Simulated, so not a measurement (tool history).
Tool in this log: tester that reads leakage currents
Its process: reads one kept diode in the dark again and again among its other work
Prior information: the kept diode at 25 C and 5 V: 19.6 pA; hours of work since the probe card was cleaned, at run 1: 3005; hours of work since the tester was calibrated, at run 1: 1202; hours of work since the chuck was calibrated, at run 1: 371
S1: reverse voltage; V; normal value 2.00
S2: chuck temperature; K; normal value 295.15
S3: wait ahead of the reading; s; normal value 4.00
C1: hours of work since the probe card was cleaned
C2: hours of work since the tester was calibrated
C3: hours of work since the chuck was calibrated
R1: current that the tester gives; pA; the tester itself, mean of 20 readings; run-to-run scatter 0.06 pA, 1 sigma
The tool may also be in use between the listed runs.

{"run": 1, "day": 0.0, "S1": 2.0, "S2": 295.15, "S3": 4.0, "C1": 3005, "C2": 1202, "C3": 371, "R1": 10.97}
{"run": 2, "day": 7.254, "S1": 2.0, "S2": 295.15, "S3": 0.46, "C1": 3114, "C2": 1311, "C3": 480, "R1": 12.36}
{"run": 3, "day": 14.692, "S1": 2.0, "S2": 295.15, "S3": 0.46, "C1": 3226, "C2": 1423, "C3": 592, "R1": 12.29}
{"run": 4, "day": 21.638, "S1": 2.0, "S2": 295.15, "S3": 4.0, "C1": 3331, "C2": 1528, "C3": 697, "R1": 10.85}
{"day": 27.788, "done": "probe card cleaned and baked"}
{"run": 5, "day": 28.5, "S1": 2.0, "S2": 295.15, "S3": 4.0, "C1": 11, "C2": 1629, "C3": 798, "R1": 10.72}
{"run": 6, "day": 32.929, "S1": 2.0, "S2": 295.15, "S3": 4.0, "C1": 77, "C2": 1696, "C3": 865, "R1": 10.88}
{"run": 7, "day": 37.579, "S1": 2.0, "S2": 295.15, "S3": 4.0, "C1": 147, "C2": 1765, "C3": 935, "R1": 10.85}
{"run": 8, "day": 41.183, "S1": 2.0, "S2": 295.15, "S3": 3.76, "C1": 201, "C2": 1820, "C3": 989, "R1": 10.84}
{"run": 9, "day": 44.508, "S1": 2.29, "S2": 295.15, "S3": 4.0, "C1": 251, "C2": 1870, "C3": 1039, "R1": 11.58}
{"run": 10, "day": 48.55, "S1": 2.0, "S2": 295.15, "S3": 4.0, "C1": 312, "C2": 1930, "C3": 1100, "R1": 10.84}
{"run": 11, "day": 53.346, "S1": 2.0, "S2": 295.15, "S3": 2.47, "C1": 384, "C2": 2003, "C3": 1172, "R1": 10.98}
{"run": 12, "day": 57.746, "S1": 2.0, "S2": 295.15, "S3": 3.02, "C1": 450, "C2": 2069, "C3": 1238, "R1": 10.96}
{"run": 13, "day": 64.392, "S1": 2.0, "S2": 295.15, "S3": 4.0, "C1": 550, "C2": 2169, "C3": 1338, "R1": 10.79}
{"run": 14, "day": 67.888, "S1": 2.0, "S2": 295.15, "S3": 4.0, "C1": 603, "C2": 2221, "C3": 1390, "R1": 10.82}
{"run": 15, "day": 71.996, "S1": 2.0, "S2": 295.15, "S3": 4.0, "C1": 665, "C2": 2283, "C3": 1452, "R1": 10.93}
{"day": 74.108, "done": "chuck's temperature calibrated"}
{"run": 16, "day": 75.546, "S1": 2.0, "S2": 295.15, "S3": 4.0, "C1": 717, "C2": 2335, "C3": 22, "R1": 10.93}
{"run": 17, "day": 82.058, "S1": 2.0, "S2": 324.15, "S3": 4.0, "C1": 815, "C2": 2433, "C3": 120, "R1": 106.17}
{"run": 18, "day": 86.567, "S1": 2.0, "S2": 324.15, "S3": 4.0, "C1": 883, "C2": 2501, "C3": 187, "R1": 106.06}
{"run": 19, "day": 93.833, "S1": 2.0, "S2": 324.15, "S3": 4.0, "C1": 992, "C2": 2610, "C3": 297, "R1": 106.67}
{"run": 20, "day": 97.95, "S1": 2.0, "S2": 324.15, "S3": 4.0, "C1": 1054, "C2": 2672, "C3": 359, "R1": 106.14}
{"run": 21, "day": 104.221, "S1": 2.0, "S2": 295.15, "S3": 4.0, "C1": 1148, "C2": 2766, "C3": 453, "R1": 10.92}
{"run": 22, "day": 110.696, "S1": 7.16, "S2": 326.15, "S3": 4.0, "C1": 1245, "C2": 2864, "C3": 550, "R1": 201.45}
{"run": 23, "day": 115.592, "S1": 1.11, "S2": 322.15, "S3": 6.16, "C1": 1319, "C2": 2937, "C3": 624, "R1": 73.36}
{"run": 24, "day": 122.404, "S1": 13.39, "S2": 332.15, "S3": 0.45, "C1": 1421, "C2": 3040, "C3": 726, "R1": 399.47}
{"run": 25, "day": 129.325, "S1": 1.43, "S2": 316.15, "S3": 1.72, "C1": 1525, "C2": 3144, "C3": 830, "R1": 51.96}
{"run": 26, "day": 135.225, "S1": 1.43, "S2": 316.15, "S3": 1.72, "C1": 1614, "C2": 3232, "C3": 919, "R1": 51.65}
{"run": 27, "day": 139.904, "S1": 1.87, "S2": 297.15, "S3": 2.25, "C1": 1685, "C2": 3303, "C3": 989, "R1": 12.63}
{"run": 28, "day": 143.833, "S1": 2.62, "S2": 320.15, "S3": 0.36, "C1": 1744, "C2": 3362, "C3": 1048, "R1": 90.64}
{"run": 29, "day": 151.292, "S1": 2.62, "S2": 320.15, "S3": 0.36, "C1": 1856, "C2": 3474, "C3": 1161, "R1": 90.56}
{"run": 30, "day": 157.546, "S1": 3.86, "S2": 299.15, "S3": 4.0, "C1": 1950, "C2": 3568, "C3": 1255, "R1": 19.79}
{"run": 31, "day": 161.888, "S1": 3.86, "S2": 299.15, "S3": 4.0, "C1": 2015, "C2": 3633, "C3": 1320, "R1": 19.84}
{"run": 32, "day": 166.062, "S1": 3.86, "S2": 299.15, "S3": 4.0, "C1": 2078, "C2": 3696, "C3": 1383, "R1": 19.89}
{"run": 33, "day": 172.221, "S1": 3.86, "S2": 299.15, "S3": 4.0, "C1": 2170, "C2": 3789, "C3": 1475, "R1": 19.76}
{"day": 172.812, "done": "chuck's temperature calibrated"}
{"run": 34, "day": 176.0, "S1": 3.86, "S2": 299.15, "S3": 4.0, "C1": 2226, "C2": 3844, "C3": 48, "R1": 19.9}
{"run": 35, "day": 181.171, "S1": 2.44, "S2": 318.15, "S3": 4.37, "C1": 2304, "C2": 3922, "C3": 126, "R1": 74.03}
{"run": 36, "day": 186.404, "S1": 1.08, "S2": 329.15, "S3": 4.0, "C1": 2382, "C2": 4001, "C3": 204, "R1": 119.14}
{"run": 37, "day": 193.538, "S1": 5.36, "S2": 307.15, "S3": 4.0, "C1": 2490, "C2": 4108, "C3": 312, "R1": 42.99}
{"run": 38, "day": 197.712, "S1": 18.84, "S2": 308.15, "S3": 1.39, "C1": 2553, "C2": 4171, "C3": 374, "R1": 80.5}
{"run": 39, "day": 203.2, "S1": 2.0, "S2": 330.15, "S3": 4.0, "C1": 2635, "C2": 4253, "C3": 457, "R1": 162.42}
{"run": 40, "day": 209.008, "S1": 2.0, "S2": 302.15, "S3": 0.36, "C1": 2722, "C2": 4341, "C3": 544, "R1": 21.64}
{"run": 41, "day": 214.717, "S1": 2.0, "S2": 302.15, "S3": 0.36, "C1": 2808, "C2": 4426, "C3": 630, "R1": 21.44}

Entry by entry between the runs, the difference in hidden state between the last listed run before and the first listed run after:
After run 4, before run 5: probe card cleaned and baked (day 27.788)
  stray current of the dirty probe card, pA a volt: 0.023 -> 0.02
  the result without the hidden state subtracted from the measured one, R1: +0.01 -> +0.00 pA
After run 15, before run 16: chuck's temperature calibrated (day 74.108)
  no difference in the tool's unlogged condition between these two runs
  the result without the hidden state subtracted from the measured one, R1: +0.01 -> +0.00 pA
After run 33, before run 34: chuck's temperature calibrated (day 172.812)
  no difference in the tool's unlogged condition between these two runs
  the result without the hidden state subtracted from the measured one, R1: +0.01 -> +0.01 pA
